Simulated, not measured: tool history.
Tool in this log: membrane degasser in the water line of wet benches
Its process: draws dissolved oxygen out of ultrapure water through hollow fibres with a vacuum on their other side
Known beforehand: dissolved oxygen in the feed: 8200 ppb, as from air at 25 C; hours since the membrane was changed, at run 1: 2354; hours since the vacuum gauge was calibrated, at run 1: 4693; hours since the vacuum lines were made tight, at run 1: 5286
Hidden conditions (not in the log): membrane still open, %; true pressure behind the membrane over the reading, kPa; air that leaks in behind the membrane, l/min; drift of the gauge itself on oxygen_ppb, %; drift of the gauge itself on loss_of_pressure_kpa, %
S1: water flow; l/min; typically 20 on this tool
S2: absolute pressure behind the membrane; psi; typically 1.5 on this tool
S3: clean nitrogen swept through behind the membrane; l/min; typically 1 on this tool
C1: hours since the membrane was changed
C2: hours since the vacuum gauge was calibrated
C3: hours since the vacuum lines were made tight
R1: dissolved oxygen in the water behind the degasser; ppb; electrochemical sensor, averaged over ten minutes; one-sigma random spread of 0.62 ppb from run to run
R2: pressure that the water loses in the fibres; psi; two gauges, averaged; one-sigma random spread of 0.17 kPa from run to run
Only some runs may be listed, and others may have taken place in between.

{"run": 1, "hour": 0.0, "S1": 20, "S2": 1.5, "S3": 1, "C1": 2354, "C2": 4693, "C3": 5286, "R1": 296.8, "R2": 4.142}
{"run": 2, "hour": 104.6, "S1": 20, "S2": 1.5, "S3": 1, "C1": 2458, "C2": 4798, "C3": 5391, "R1": 295.0, "R2": 4.073}
{"run": 3, "hour": 309.0, "S1": 20, "S2": 1.5, "S3": 1, "C1": 2663, "C2": 5002, "C3": 5595, "R1": 295.8, "R2": 4.118}
{"run": 4, "hour": 437.7, "S1": 20, "S2": 1.5, "S3": 1, "C1": 2791, "C2": 5131, "C3": 5724, "R1": 295.1, "R2": 4.128}
{"run": 5, "hour": 648.6, "S1": 27, "S2": 1.5, "S3": 1, "C1": 3002, "C2": 5342, "C3": 5935, "R1": 388.5, "R2": 5.519}
{"run": 6, "hour": 845.5, "S1": 27, "S2": 1.5, "S3": 1, "C1": 3199, "C2": 5539, "C3": 6132, "R1": 387.2, "R2": 5.559}
{"run": 7, "hour": 1062.0, "S1": 27, "S2": 1.5, "S3": 1, "C1": 3416, "C2": 5755, "C3": 6348, "R1": 388.4, "R2": 5.494}
{"run": 8, "hour": 1225.1, "S1": 20, "S2": 1.5, "S3": 1, "C1": 3579, "C2": 5919, "C3": 6512, "R1": 292.7, "R2": 4.078}
{"run": 9, "hour": 1418.0, "S1": 20, "S2": 1.5, "S3": 1, "C1": 3772, "C2": 6111, "C3": 6704, "R1": 294.6, "R2": 4.099}
{"hour": 1464.9, "done": "vacuum gauge calibrated"}
{"run": 10, "hour": 1558.5, "S1": 20, "S2": 1.5, "S3": 1, "C1": 3912, "C2": 94, "C3": 6844, "R1": 293.2, "R2": 4.128}
{"run": 11, "hour": 1746.2, "S1": 20, "S2": 1.5, "S3": 1, "C1": 4099, "C2": 281, "C3": 7032, "R1": 292.9, "R2": 4.112}

The next listed run, before its measurement:
{"run": 12, "hour": 1920.5, "S1": 20, "S2": 1.5, "S3": 1, "C1": 4274, "C2": 456, "C3": 7206, "R1": "?", "R2": "?"}

{"run 12": {"R1": 292.1, "R2": 4.118}}
Had the tool carried no hidden state, the very same run would have given R1 295.3 ppb, R2 4.115 psi.

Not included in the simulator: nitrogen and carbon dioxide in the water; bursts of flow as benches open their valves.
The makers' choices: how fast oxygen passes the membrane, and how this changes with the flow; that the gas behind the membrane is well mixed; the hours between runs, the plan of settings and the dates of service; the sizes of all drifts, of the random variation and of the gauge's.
